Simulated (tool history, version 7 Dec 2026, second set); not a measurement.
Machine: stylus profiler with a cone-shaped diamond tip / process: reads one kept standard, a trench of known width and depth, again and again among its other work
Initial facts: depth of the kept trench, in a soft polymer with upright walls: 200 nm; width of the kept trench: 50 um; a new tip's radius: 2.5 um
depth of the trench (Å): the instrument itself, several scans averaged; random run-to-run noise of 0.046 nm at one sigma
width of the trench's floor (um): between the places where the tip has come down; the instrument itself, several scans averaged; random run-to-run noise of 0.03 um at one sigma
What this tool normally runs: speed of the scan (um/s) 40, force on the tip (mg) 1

| run | day | speed of the scan (um/s) | force on the tip (mg) | depth of the trench (Å) | width of the trench's floor (um) |
|---|---|---|---|---|---|
| 1 | 0 | 40 | 1 | 2006.7 | 47.44 |
| 2 | 2.304 | 40 | 1 | 2006.6 | 47.38 |
| 3 | 4.775 | 40 | 1.74 | 2007.9 | 47.46 |
| 4 | 6.888 | 40 | 1.74 | 2007.4 | 47.4 |
| 5 | 9.167 | 40 | 1.74 | 2008.7 | 47.34 |
| 6 | 12.038 | 40 | 0.7 | 2003.8 | 47.04 |
| 7 | 14.321 | 40 | 0.7 | 2003.4 | 47 |
|  | 14.492 | height scale calibrated on a step standard |
| 8 | 16.233 | 40 | 0.7 | 2002.7 | 47.02 |
| 9 | 18.95 | 40 | 0.7 | 2002.8 | 46.97 |
| 10 | 21.154 | 40 | 1 | 2003.4 | 47.04 |
|  | 22.746 | height scale calibrated on a step standard, once more |
| 11 | 23.958 | 40 | 1 | 2005.1 | 46.93 |
| 12 | 25.896 | 40 | 1 | 2003.7 | 46.92 |
| 13 | 28.546 | 40 | 1 | 2003.6 | 46.77 |
| 14 | 30.175 | 14 | 0.36 | 2000.8 | 46.98 |
| 15 | 32.129 | 11 | 2.68 | 2009.6 | 47.13 |
| 16 | 34.158 | 28 | 0.66 | 2002 | 46.8 |
| 17 | 35.933 | 28 | 0.66 | 2002.2 | 46.79 |
| 18 | 37.421 | 22 | 2.22 | 2007.3 | 46.9 |
| 19 | 40.017 | 22 | 2.22 | 2007.5 | 46.95 |
| 20 | 42.546 | 22 | 2.22 | 2006.7 | 46.9 |
| 21 | 45.146 | 22 | 2.22 | 2005.7 | 46.8 |
| 22 | 46.779 | 22 | 2.22 | 2006 | 46.82 |
|  | 48.546 | new tip fitted, height scale calibrated |
| 23 | 48.608 | 43 | 0.81 | 2004.9 | 47.46 |
| 24 | 49.892 | 38 | 0.74 | 2005.2 | 47.59 |
| 25 | 51.338 | 48 | 0.41 | 2002.8 | 47.19 |
| 26 | 53.404 | 10 | 0.65 | 2003.4 | 47.8 |

A few steps of depth of the trench (Å) between consecutive runs. Split each: what settings, incoming material and random variation would produce without the hidden state, and what is left over for the hidden state, along with gauge scatter present in only one of the two compared results (measured, and without hidden state):
The hidden state here: radius of the tip, um; height scale over the true one, %; drift of the gauge itself on depth_nm, %; drift of the gauge itself on floor_um, %.
Run 10 -> 11: height scale calibrated on a step standard, once more. depth of the trench (Å) +1.7: hidden state +1.3, all else +0.4.
Run 14 -> 15: speed of the scan (um/s) 14 -> 11, force on the tip (mg) 0.36 -> 2.68. depth of the trench (Å) +8.8: hidden state -0.2, all else +9.
Run 15 -> 16: speed of the scan (um/s) 11 -> 28, force on the tip (mg) 2.68 -> 0.66. depth of the trench (Å) -7.6: hidden state -0.3, all else -7.3.
Run 22 -> 23: speed of the scan (um/s) 22 -> 43, force on the tip (mg) 2.22 -> 0.81, new tip fitted, height scale calibrated. depth of the trench (Å) -1.1: hidden state +3.6, all else -4.7.

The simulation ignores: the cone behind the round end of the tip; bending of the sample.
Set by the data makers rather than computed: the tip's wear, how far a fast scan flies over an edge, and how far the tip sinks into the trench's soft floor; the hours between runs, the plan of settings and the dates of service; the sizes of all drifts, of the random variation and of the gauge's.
